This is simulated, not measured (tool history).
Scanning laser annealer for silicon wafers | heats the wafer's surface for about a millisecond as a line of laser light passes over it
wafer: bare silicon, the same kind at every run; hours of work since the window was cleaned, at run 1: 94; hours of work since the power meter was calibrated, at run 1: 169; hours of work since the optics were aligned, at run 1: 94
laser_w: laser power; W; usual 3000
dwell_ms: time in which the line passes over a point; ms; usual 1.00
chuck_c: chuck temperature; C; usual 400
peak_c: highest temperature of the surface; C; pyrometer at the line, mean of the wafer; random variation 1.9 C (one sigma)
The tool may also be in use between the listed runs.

run   hour  laser_w  dwell_ms  chuck_c  hours of work since the window was cleaned  hours of work since the power meter was calibrated  hours of work since the optics were aligned  peak_c
  1    0.0     3000      1.00      400                                          94                                                 169                                           94    1163
  2   12.7     3000      1.07      400                                         103                                                 178                                          103    1186
  3   27.9     3000      1.07      400                                         115                                                 190                                          115    1183
  4   43.9     3000      1.00      387                                         126                                                 201                                          126    1145
  5   50.4     3000      1.00      400                                         131                                                 206                                          131    1158
  6   60.0     2929      1.00      400                                         138                                                 213                                          138    1139
  7   67.2     2929      1.00      400                                         143                                                 218                                          143    1134
  8   82.4     3000      1.00      400                                         154                                                 229                                          154    1153
  9   96.4     3000      1.00      430                                         164                                                 239                                          164    1183
 10  108.3     3000      1.00      378                                         173                                                 248                                          173    1136
 11  124.3     3000      1.00      378                                         184                                                 259                                          184    1133
 12  130.8     3000      1.00      378                                         189                                                 264                                          189    1131
 13  142.6     3000      1.00      378                                         198                                                 273                                          198    1134
 14  150.8     3261      0.89      378                                         204                                                 279                                          204    1171
 15  157.4     3000      0.83      432                                         208                                                 284                                          208    1122
 16  170.1     2761      0.89      389                                         218                                                 293                                          218    1032
 17  178.9     2761      0.89      389                                         224                                                 299                                          224    1032
 18  190.7     2818      0.96      373                                         233                                                 308                                          233    1055
 19  199.2     3020      1.00      401                                         239                                                 314                                          239    1156
 20  209.4     3000      1.00      434                                         246                                                 321                                          246    1183
 21  216.9     2819      0.87      420                                         252                                                 327                                          252    1071
 22  232.3     2819      0.87      420                                         263                                                 338                                          263    1066
 23  242.1     2819      0.74      423                                         270                                                 345                                          270    1030
 24  253.7     2928      1.00      400                                         278                                                 353                                          278    1122
 25  267.2     2928      1.00      400                                         288                                                 363                                          288    1123
 26  274.6     2928      0.89      411                                         294                                                 369                                          294    1098

Forecast each of these 4 alternatives for the next run:
  A  288.1     2877      0.87      367                                         303                                                 378                                          303       ?
  B  288.1     2928      1.17      411                                         303                                                 378                                          303       ?
  C  288.1     3000      0.76      390                                         303                                                 378                                          303       ?
  D  288.1     3182      0.90      378                                         303                                                 378                                          303       ?

run  peak_c
  A    1031
  B    1185
  C    1049
  D    1140
Without the tool's hidden state the same runs would have given:
run  peak_c
  A    1064
  B    1223
  C    1082
  D    1178

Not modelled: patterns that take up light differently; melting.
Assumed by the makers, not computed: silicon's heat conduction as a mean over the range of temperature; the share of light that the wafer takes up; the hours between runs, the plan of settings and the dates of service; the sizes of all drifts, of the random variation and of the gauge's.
